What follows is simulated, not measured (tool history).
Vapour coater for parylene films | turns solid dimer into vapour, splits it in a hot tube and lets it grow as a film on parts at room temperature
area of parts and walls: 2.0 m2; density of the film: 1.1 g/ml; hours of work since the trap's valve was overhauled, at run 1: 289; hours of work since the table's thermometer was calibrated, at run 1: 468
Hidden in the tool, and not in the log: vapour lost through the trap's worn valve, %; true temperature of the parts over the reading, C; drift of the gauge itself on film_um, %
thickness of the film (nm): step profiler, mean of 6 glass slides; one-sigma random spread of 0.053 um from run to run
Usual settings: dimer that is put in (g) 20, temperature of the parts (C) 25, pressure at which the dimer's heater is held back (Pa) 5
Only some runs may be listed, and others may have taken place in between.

| run | hour | dimer that is put in (g) | temperature of the parts (C) | pressure at which the dimer's heater is held back (Pa) | hours of work since the trap's valve was overhauled | hours of work since the table's thermometer was calibrated | thickness of the film (nm) |
|---|---|---|---|---|---|---|---|
| 1 | 0 | 20 | 25 | 5 | 289 | 468 | 5460 |
| 2 | 14.4 | 20 | 25 | 5 | 300 | 479 | 5500 |
| 3 | 25.7 | 20 | 25 | 5 | 309 | 488 | 5550 |
| 4 | 32.8 | 20 | 25 | 5 | 314 | 493 | 5440 |
| 5 | 43.4 | 28 | 25 | 5 | 322 | 502 | 7650 |
| 6 | 58 | 28 | 25 | 5 | 334 | 513 | 7570 |
| 7 | 69.8 | 28 | 25 | 5 | 343 | 522 | 7600 |
| 8 | 76.4 | 28 | 25 | 5 | 348 | 527 | 7570 |
| 9 | 84.6 | 20 | 25 | 5 | 354 | 533 | 5380 |
| 10 | 98.3 | 20 | 25 | 5 | 364 | 543 | 5370 |
| 11 | 109.6 | 20 | 25 | 5 | 373 | 552 | 5350 |
| 12 | 125.5 | 20 | 25 | 3.09 | 385 | 564 | 5530 |
| 13 | 134.2 | 20 | 25 | 9.9 | 392 | 571 | 4920 |
| 14 | 145.5 | 19 | 25 | 5 | 400 | 579 | 4890 |
| 15 | 157.1 | 19 | 33 | 5 | 409 | 588 | 3930 |
| 16 | 164.9 | 19 | 33 | 5 | 415 | 594 | 3800 |
| 17 | 180.8 | 19 | 33 | 5 | 427 | 606 | 3820 |
| 18 | 191.8 | 19 | 33 | 5 | 435 | 614 | 3850 |
| 19 | 204.6 | 19 | 18 | 2.28 | 445 | 624 | 6560 |
| 20 | 211.9 | 16 | 22 | 3.11 | 451 | 630 | 4830 |
|  | 224.5 | trap's valve overhauled |
| 21 | 228.2 | 10 | 25 | 5 | 3 | 639 | 2930 |
| 22 | 243.3 | 14 | 25 | 2.82 | 14 | 651 | 4500 |
| 23 | 251.6 | 20 | 36 | 5 | 21 | 657 | 4240 |
| 24 | 266.3 | 9 | 25 | 2.52 | 32 | 668 | 2850 |
| 25 | 279.8 | 9 | 25 | 2.52 | 42 | 678 | 2820 |
| 26 | 289.8 | 9 | 25 | 2.52 | 50 | 686 | 2870 |
| 27 | 303.7 | 18 | 25 | 2.13 | 60 | 697 | 5740 |
| 28 | 315.7 | 18 | 32 | 9.17 | 69 | 706 | 4000 |

Each row is a separate what-if for the run after 28, all from the same tool condition, not one after another. Results?
| A | 326.4 | 15 | 19 | 5.06 | 78 | 714 | ? |
| B | 326.4 | 9 | 35 | 4.06 | 78 | 714 | ? |
| C | 326.4 | 15 | 32 | 9.17 | 78 | 714 | ? |

| run | thickness of the film (nm) |
|---|---|
| A | 5370 |
| B | 2030 |
| C | 3360 |
Take away the tool's hidden state, keep each run's random variation, and the runs would have read:
| run | thickness of the film (nm) |
|---|---|
| A | 5600 |
| B | 2120 |
| C | 3500 |
